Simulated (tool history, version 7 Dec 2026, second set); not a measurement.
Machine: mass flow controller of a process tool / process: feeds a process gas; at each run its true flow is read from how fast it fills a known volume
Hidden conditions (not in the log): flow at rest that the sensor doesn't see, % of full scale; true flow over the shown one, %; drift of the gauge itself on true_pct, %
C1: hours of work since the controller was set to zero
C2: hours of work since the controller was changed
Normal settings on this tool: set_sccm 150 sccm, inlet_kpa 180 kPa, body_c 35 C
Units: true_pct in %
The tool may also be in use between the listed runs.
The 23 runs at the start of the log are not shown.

run 24 hour=6858.6 | set_sccm=150 inlet_kpa=180 body_c=26 | C1=2745 C2=2745 | true_pct=97.89
run 25 hour=7104.1 | set_sccm=154 inlet_kpa=255 body_c=26 | C1=2904 C2=2904 | true_pct=97.67
run 26 hour=7371.1 | set_sccm=150 inlet_kpa=192 body_c=35 | C1=3077 C2=3077 | true_pct=96.88
run 27 hour=7579.7 | set_sccm=150 inlet_kpa=192 body_c=35 | C1=3212 C2=3212 | true_pct=96.8
run 28 hour=7948.5 | set_sccm=102 inlet_kpa=180 body_c=23 | C1=3451 C2=3451 | true_pct=97.95
run 29 hour=8273.5 | set_sccm=102 inlet_kpa=180 body_c=23 | C1=3662 C2=3662 | true_pct=97.89
run 30 hour=8588.7 | set_sccm=88 inlet_kpa=176 body_c=23 | C1=3866 C2=3866 | true_pct=97.91
run 31 hour=8915.3 | set_sccm=330 inlet_kpa=251 body_c=26 | C1=4078 C2=4078 | true_pct=98.67
-- hour=9000.2 controller's zero set anew
run 32 hour=9257.5 | set_sccm=330 inlet_kpa=251 body_c=26 | C1=167 C2=4300 | true_pct=98.61
run 33 hour=9539.3 | set_sccm=56 inlet_kpa=251 body_c=26 | C1=349 C2=4482 | true_pct=97.01
run 34 hour=9762.9 | set_sccm=200 inlet_kpa=204 body_c=26 | C1=494 C2=4627 | true_pct=98.1
run 35 hour=10005.5 | set_sccm=200 inlet_kpa=204 body_c=26 | C1=652 C2=4784 | true_pct=98.02
run 36 hour=10348.5 | set_sccm=86 inlet_kpa=180 body_c=31 | C1=874 C2=5007 | true_pct=96.89
run 37 hour=10651 | set_sccm=260 inlet_kpa=264 body_c=29 | C1=1070 C2=5203 | true_pct=97.77
run 38 hour=10835.7 | set_sccm=108 inlet_kpa=180 body_c=40 | C1=1190 C2=5322 | true_pct=96.12
run 39 hour=11056.6 | set_sccm=108 inlet_kpa=271 body_c=40 | C1=1333 C2=5466 | true_pct=95.63
run 40 hour=11257.1 | set_sccm=209 inlet_kpa=178 body_c=39 | C1=1463 C2=5596 | true_pct=96.72
run 41 hour=11548.3 | set_sccm=150 inlet_kpa=180 body_c=38 | C1=1651 C2=5784 | true_pct=96.58
run 42 hour=11798.3 | set_sccm=358 inlet_kpa=230 body_c=39 | C1=1814 C2=5946 | true_pct=97.45
run 43 hour=12159.6 | set_sccm=70 inlet_kpa=160 body_c=39 | C1=2048 C2=6180 | true_pct=95.95
run 44 hour=12526.4 | set_sccm=81 inlet_kpa=180 body_c=35 | C1=2285 C2=6418 | true_pct=96.45
run 45 hour=12805.6 | set_sccm=81 inlet_kpa=180 body_c=35 | C1=2466 C2=6599 | true_pct=96.5
run 46 hour=13194.1 | set_sccm=461 inlet_kpa=180 body_c=35 | C1=2718 C2=6851 | true_pct=98.75
run 47 hour=13575.9 | set_sccm=461 inlet_kpa=180 body_c=35 | C1=2966 C2=7098 | true_pct=98.84
run 48 hour=13929.9 | set_sccm=461 inlet_kpa=180 body_c=35 | C1=3195 C2=7328 | true_pct=98.67

Below are 3 alternative next runs, each starting from the tool's condition after run 48. Predict each:
run A hour=14215.4 | set_sccm=461 inlet_kpa=188 body_c=35 | C1=3380 C2=7513 | true_pct=?
run B hour=14215.4 | set_sccm=150 inlet_kpa=140 body_c=35 | C1=3380 C2=7513 | true_pct=?
run C hour=14215.4 | set_sccm=461 inlet_kpa=180 body_c=32 | C1=3380 C2=7513 | true_pct=?

run=A true_pct=98.78
run=B true_pct=97.11
run=C true_pct=99.2
Without the tool's unlogged condition, the same runs would have read:
run=A true_pct=98.77
run=B true_pct=97.11
run=C true_pct=99.18
